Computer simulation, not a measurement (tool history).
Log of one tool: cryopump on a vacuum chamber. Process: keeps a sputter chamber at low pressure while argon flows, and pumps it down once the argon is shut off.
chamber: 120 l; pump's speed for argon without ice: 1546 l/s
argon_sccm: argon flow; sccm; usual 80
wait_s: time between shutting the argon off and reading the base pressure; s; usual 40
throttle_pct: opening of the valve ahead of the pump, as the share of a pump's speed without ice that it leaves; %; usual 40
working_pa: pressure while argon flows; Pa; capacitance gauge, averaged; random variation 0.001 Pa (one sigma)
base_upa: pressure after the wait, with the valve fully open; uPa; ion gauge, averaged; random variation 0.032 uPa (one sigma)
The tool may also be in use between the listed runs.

run	day	argon_sccm	wait_s	throttle_pct	working_pa	base_upa
1	0	80	40	40	0.2401	3.03
2	1.717	60	40	40	0.1806	2.99
3	3.75	60	40	40	0.1817	3.06
4	5.842	60	40	40	0.1822	3.27
5	8.042	80	25	40	0.2469	4.18
6	9.171	80	25	40	0.2465	4.19
7	10.404	80	25	40	0.2463	4.36
8	11.875	80	25	40	0.2475	4.41
# day 13.283: pump warmed up, emptied and cooled again
9	13.362	53	40	40	0.1458	3
10	15.033	80	40	40	0.221	2.97
11	17.421	80	40	40	0.2226	3.12
12	18.933	80	40	40	0.22	3.15
13	21.088	80	40	40	0.2204	3.14
14	23.333	80	40	40	0.2241	3.26
15	25.562	80	40	40	0.225	3.41
16	27.858	80	90	40	0.2258	2.64
17	29.671	80	45	40	0.226	3.32
18	31.475	37	197	25	0.1669	2.26
19	32.492	129	274	16	0.8977	2.22
20	34.804	129	274	16	0.895	2.35
21	36.646	32	46	25	0.1437	3.46
22	38.312	82	40	40	0.2365	3.79
23	39.433	39	152	25	0.1764	2.71
24	40.908	80	104	35	0.265	2.82
25	43.342	43	20	53	0.0984	5.45
26	44.417	83	23	44	0.2231	5.28
27	46.462	145	126	15	1.0827	2.98
28	48.683	63	118	15	0.4724	3.24
29	50.088	63	118	15	0.4754	3.25
30	51.975	40	63	40	0.1185	3.7
31	53.367	94	40	19	0.5633	4.3
32	55.333	94	40	19	0.5683	4.47
# day 56.708: leaking fittings of the chamber tightened, without venting
33	57.533	73	109	50	0.1833	0.82
34	58.638	61	40	36	0.2034	1.89

4 ways to go on from here, each from the tool as it stands after run 34. What would each give?
A	60.158	35	40	36	?	?
B	60.158	133	22	16	?	?
C	60.158	36	192	30	?	?
D	60.158	87	40	26	?	?

run	working_pa	base_upa
A	0.1189	1.88
B	0.9542	3.14
C	0.1437	0.67
D	0.3949	1.93
Without the tool's hidden state the same runs would have given:
run	working_pa	base_upa
A	0.1072	1.73
B	0.9096	2.98
C	0.1316	0.51
D	0.3657	1.77
